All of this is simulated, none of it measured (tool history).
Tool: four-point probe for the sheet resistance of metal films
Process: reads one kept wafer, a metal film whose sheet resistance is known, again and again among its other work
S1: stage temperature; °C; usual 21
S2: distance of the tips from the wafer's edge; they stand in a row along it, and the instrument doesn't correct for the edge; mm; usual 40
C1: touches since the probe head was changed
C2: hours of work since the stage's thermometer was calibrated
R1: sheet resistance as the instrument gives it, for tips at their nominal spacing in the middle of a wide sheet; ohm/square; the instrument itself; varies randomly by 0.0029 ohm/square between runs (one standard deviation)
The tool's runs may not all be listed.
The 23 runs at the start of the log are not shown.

{"run": 24, "hour": 1054.6, "S1": 21, "S2": 10, "C1": 16086, "C2": 806, "R1": 14.577104}
{"run": 25, "hour": 1093.5, "S1": 21, "S2": 10, "C1": 17343, "C2": 830, "R1": 14.577177}
{"run": 26, "hour": 1123.6, "S1": 21, "S2": 10, "C1": 18314, "C2": 849, "R1": 14.583489}
{"run": 27, "hour": 1163.1, "S1": 30, "S2": 54, "C1": 19593, "C2": 873, "R1": 14.47334}
{"run": 28, "hour": 1214.1, "S1": 25, "S2": 13, "C1": 21240, "C2": 905, "R1": 14.534771}
{"run": 29, "hour": 1269.4, "S1": 25, "S2": 13, "C1": 23026, "C2": 940, "R1": 14.531691}
{"run": 30, "hour": 1333.7, "S1": 25, "S2": 13, "C1": 25106, "C2": 980, "R1": 14.535434}
{"run": 31, "hour": 1374.4, "S1": 32, "S2": 40, "C1": 26420, "C2": 1005, "R1": 14.458069}
{"run": 32, "hour": 1432.3, "S1": 22, "S2": 40, "C1": 28291, "C2": 1041, "R1": 14.54204}
{"run": 33, "hour": 1478.0, "S1": 33, "S2": 51, "C1": 29769, "C2": 1070, "R1": 14.450808}
{"run": 34, "hour": 1515.1, "S1": 33, "S2": 5, "C1": 30969, "C2": 1093, "R1": 14.573256}
{"run": 35, "hour": 1565.5, "S1": 22, "S2": 24, "C1": 32596, "C2": 1124, "R1": 14.550133}
{"run": 36, "hour": 1599.4, "S1": 30, "S2": 19, "C1": 33693, "C2": 1145, "R1": 14.479078}

Alternative continuations, all from the tool just after run 36; predict every row:
{"run": "A", "hour": 1629.0, "S1": 34, "S2": 4, "C1": 34649, "C2": 1164, "R1": "?"}
{"run": "B", "hour": 1629.0, "S1": 24, "S2": 21, "C1": 34649, "C2": 1164, "R1": "?"}
{"run": "C", "hour": 1629.0, "S1": 21, "S2": 38, "C1": 34649, "C2": 1164, "R1": "?"}
{"run": "D", "hour": 1629.0, "S1": 34, "S2": 4, "C1": 34649, "C2": 1164, "R1": "?"}
{"run": "E", "hour": 1629.0, "S1": 32, "S2": 19, "C1": 34649, "C2": 1164, "R1": "?"}

run=A R1=14.631311
run=B R1=14.530549
run=C R1=14.556842
run=D R1=14.630152
run=E R1=14.470406
Had the tool no hidden state, the same runs would have come out as:
run=A R1=14.630593
run=B R1=14.52984
run=C R1=14.556134
run=D R1=14.629435
run=E R1=14.469696

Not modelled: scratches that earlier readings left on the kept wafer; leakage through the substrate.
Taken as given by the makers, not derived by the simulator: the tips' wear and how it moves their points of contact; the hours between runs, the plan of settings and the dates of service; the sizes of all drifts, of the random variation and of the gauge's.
